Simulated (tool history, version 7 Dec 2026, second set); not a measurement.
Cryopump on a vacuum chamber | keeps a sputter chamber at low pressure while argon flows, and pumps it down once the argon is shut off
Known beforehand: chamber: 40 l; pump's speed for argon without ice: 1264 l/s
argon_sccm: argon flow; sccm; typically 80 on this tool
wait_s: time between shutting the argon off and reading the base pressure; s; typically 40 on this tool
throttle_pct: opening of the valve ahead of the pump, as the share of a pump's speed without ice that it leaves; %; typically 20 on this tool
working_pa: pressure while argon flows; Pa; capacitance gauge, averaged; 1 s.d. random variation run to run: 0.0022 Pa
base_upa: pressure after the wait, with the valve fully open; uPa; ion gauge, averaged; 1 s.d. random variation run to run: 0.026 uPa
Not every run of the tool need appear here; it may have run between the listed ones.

run 1 hour=0.0 | argon_sccm=80 wait_s=40 throttle_pct=20 | working_pa=0.5442 base_upa=1.47
run 2 hour=13.5 | argon_sccm=80 wait_s=42 throttle_pct=20 | working_pa=0.5475 base_upa=1.42
run 3 hour=27.9 | argon_sccm=80 wait_s=42 throttle_pct=20 | working_pa=0.5499 base_upa=1.38
run 4 hour=41.5 | argon_sccm=80 wait_s=152 throttle_pct=20 | working_pa=0.5502 base_upa=0.82
run 5 hour=60.6 | argon_sccm=80 wait_s=152 throttle_pct=20 | working_pa=0.5502 base_upa=0.82
run 6 hour=70.8 | argon_sccm=80 wait_s=152 throttle_pct=20 | working_pa=0.5477 base_upa=0.90
run 7 hour=78.8 | argon_sccm=80 wait_s=152 throttle_pct=20 | working_pa=0.5489 base_upa=0.88
run 8 hour=87.2 | argon_sccm=80 wait_s=152 throttle_pct=20 | working_pa=0.5475 base_upa=0.86
run 9 hour=96.1 | argon_sccm=80 wait_s=152 throttle_pct=20 | working_pa=0.5487 base_upa=0.88
run 10 hour=111.6 | argon_sccm=80 wait_s=152 throttle_pct=20 | working_pa=0.5503 base_upa=0.85
run 11 hour=122.4 | argon_sccm=80 wait_s=40 throttle_pct=20 | working_pa=0.5542 base_upa=1.56
-- hour=144.9 pump warmed up, emptied and cooled again
run 12 hour=145.9 | argon_sccm=80 wait_s=40 throttle_pct=20 | working_pa=0.5337 base_upa=1.47
run 13 hour=156.0 | argon_sccm=80 wait_s=40 throttle_pct=20 | working_pa=0.5343 base_upa=1.42
run 14 hour=167.4 | argon_sccm=80 wait_s=40 throttle_pct=22 | working_pa=0.4844 base_upa=1.44
run 15 hour=179.3 | argon_sccm=80 wait_s=40 throttle_pct=22 | working_pa=0.4916 base_upa=1.46
run 16 hour=190.1 | argon_sccm=61 wait_s=69 throttle_pct=19 | working_pa=0.4302 base_upa=1.12
run 17 hour=207.2 | argon_sccm=74 wait_s=69 throttle_pct=59 | working_pa=0.1706 base_upa=1.18
run 18 hour=220.4 | argon_sccm=126 wait_s=69 throttle_pct=59 | working_pa=0.2914 base_upa=1.14
run 19 hour=235.4 | argon_sccm=126 wait_s=69 throttle_pct=59 | working_pa=0.2916 base_upa=1.15

Run 20 comes next. What will it give?
run 20 hour=250.4 | argon_sccm=80 wait_s=88 throttle_pct=53 | working_pa=? base_upa=?

{"run 20": {"working_pa": 0.2057, "base_upa": 0.96}}
The same run, on a tool lacking any hidden state, would have yielded working_pa 0.2018 Pa, base_upa 0.59 uPa.
